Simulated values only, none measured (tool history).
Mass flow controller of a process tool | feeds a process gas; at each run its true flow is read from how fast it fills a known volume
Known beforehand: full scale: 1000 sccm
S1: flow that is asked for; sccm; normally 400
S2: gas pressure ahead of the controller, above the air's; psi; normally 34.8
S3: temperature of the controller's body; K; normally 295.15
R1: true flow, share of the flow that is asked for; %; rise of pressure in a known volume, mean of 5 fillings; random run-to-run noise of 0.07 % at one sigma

run	hour	S1	S2	S3	R1
1	0	400	34.8	295.15	97.95
2	156.1	400	34.8	309.15	98.57
3	294.4	400	34.8	309.15	98.68
4	421.3	400	39	295.15	98.18
5	551	400	39	295.15	98.4
6	707	400	39	295.15	98.48
7	826.5	400	39	295.15	98.7
8	910	400	34.8	311.15	99.32
9	1072.9	400	34.8	300.15	99.12
10	1159.7	400	34.8	300.15	99.29
11	1292.2	400	34.8	312.15	99.71
12	1382.1	400	34.8	312.15	99.78
13	1466.3	400	34.8	312.15	99.87
14	1604	400	34.8	312.15	99.92
15	1721.8	400	34.8	295.15	99.55
16	1862.3	400	34.8	295.15	99.78
17	1957	400	34.8	295.15	99.81
18	2106.4	400	34.8	295.15	99.87
19	2259.7	400	32.9	295.15	100.3
20	2422.4	400	34.8	295.15	100.25
21	2550.4	400	34.8	295.15	100.45
22	2698.1	400	34.8	295.15	100.59
23	2801.6	400	34.8	295.15	100.64
24	2921.1	400	34.8	295.15	98.19
25	3071.9	400	34.8	295.15	98.17
26	3141.5	320	28.9	300.15	98.44
27	3245	320	28.9	300.15	98.64
28	3381.7	101	21.8	304.15	98.45
29	3511.6	433	29.9	297.15	99.06
30	3600.5	433	29.9	297.15	99.01
31	3730.2	267	33.6	295.15	98.43
32	3840.2	125	34.8	298.15	98.21
33	3953.5	145	22	311.15	99.39
34	4077.6	145	22	311.15	99.55
35	4193.4	145	22	311.15	99.68
36	4274	145	22	311.15	99.68
37	4392.5	232	34.4	297.15	99.2
38	4494.5	157	34.8	295.15	98.76
39	4600.9	400	34.1	295.15	99.7
40	4710.7	257	29.7	312.15	100.19
41	4856	584	30.2	295.15	100.5
42	4921.8	746	34.8	299.15	101.13
43	5035.5	746	28.6	302.15	101.41

Missing from the log above: 2 entries noted between runs. For each, name the pair of listed runs it sits between and say how the tool's hidden condition differs from the listed run just before to the listed run just after:
From run 4 to run 5: controller's zero set anew (hour 436.9)
  flow at rest that the sensor doesn't see, % of full scale: -0.003 -> 0; drift of the gauge itself on true_pct, %: 0.4 -> 0.52
  measured value less the no-hidden-state value, R1: +0.39 -> +0.51 %
From run 23 to run 24: gauge calibrated (hour 2834.8)
  drift of the gauge itself on true_pct, %: 2.67 -> 0.08
  measured value less the no-hidden-state value, R1: +2.61 -> +0.08 %
